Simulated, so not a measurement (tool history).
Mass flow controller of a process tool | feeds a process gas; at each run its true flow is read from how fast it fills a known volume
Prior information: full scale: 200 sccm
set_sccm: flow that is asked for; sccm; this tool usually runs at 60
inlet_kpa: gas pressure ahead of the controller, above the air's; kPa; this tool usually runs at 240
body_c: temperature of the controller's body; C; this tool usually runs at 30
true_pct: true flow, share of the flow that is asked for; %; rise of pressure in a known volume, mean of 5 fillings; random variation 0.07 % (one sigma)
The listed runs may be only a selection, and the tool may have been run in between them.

| run | day | set_sccm | inlet_kpa | body_c | true_pct |
|---|---|---|---|---|---|
| 1 | 0 | 60 | 240 | 30 | 102.78 |
| 2 | 6.05 | 60 | 240 | 30 | 102.68 |
|  | 7.912 | controller exchanged for a calibrated one |
| 3 | 10.371 | 60 | 240 | 30 | 98.4 |
| 4 | 15.583 | 60 | 240 | 30 | 98.47 |
| 5 | 21.258 | 60 | 240 | 30 | 98.4 |
| 6 | 24.167 | 60 | 240 | 30 | 98.42 |
| 7 | 31.088 | 60 | 240 | 30 | 98.54 |
| 8 | 37.229 | 60 | 240 | 30 | 98.52 |
| 9 | 41.975 | 60 | 240 | 30 | 98.65 |
| 10 | 47.479 | 60 | 240 | 30 | 98.75 |
| 11 | 54.35 | 52 | 215 | 30 | 98.96 |
| 12 | 58.617 | 52 | 215 | 30 | 98.9 |
| 13 | 61.733 | 38 | 203 | 30 | 98.99 |
| 14 | 66.25 | 51 | 148 | 33 | 99.54 |
| 15 | 71.342 | 24 | 217 | 40 | 99.76 |
| 16 | 77.896 | 24 | 217 | 40 | 99.85 |
| 17 | 84.242 | 36 | 176 | 30 | 99.38 |
| 18 | 90.271 | 60 | 155 | 20 | 99.02 |
| 19 | 94.017 | 60 | 189 | 21 | 98.94 |

Below are 5 alternative next runs, each starting from the tool's condition after run 19. Predict each:
| A | 100.683 | 24 | 243 | 21 | ? |
| B | 100.683 | 60 | 240 | 34 | ? |
| C | 100.683 | 126 | 243 | 21 | ? |
| D | 100.683 | 56 | 165 | 29 | ? |
| E | 100.683 | 20 | 189 | 21 | ? |

| run | true_pct |
|---|---|
| A | 99.05 |
| B | 99.48 |
| C | 99.24 |
| D | 99.59 |
| E | 99.53 |
The same runs, with their run-to-run variation unchanged, on a tool lacking any hidden condition would have given:
| run | true_pct |
|---|---|
| A | 97.11 |
| B | 98.37 |
| C | 98.42 |
| D | 98.44 |
| E | 97.32 |

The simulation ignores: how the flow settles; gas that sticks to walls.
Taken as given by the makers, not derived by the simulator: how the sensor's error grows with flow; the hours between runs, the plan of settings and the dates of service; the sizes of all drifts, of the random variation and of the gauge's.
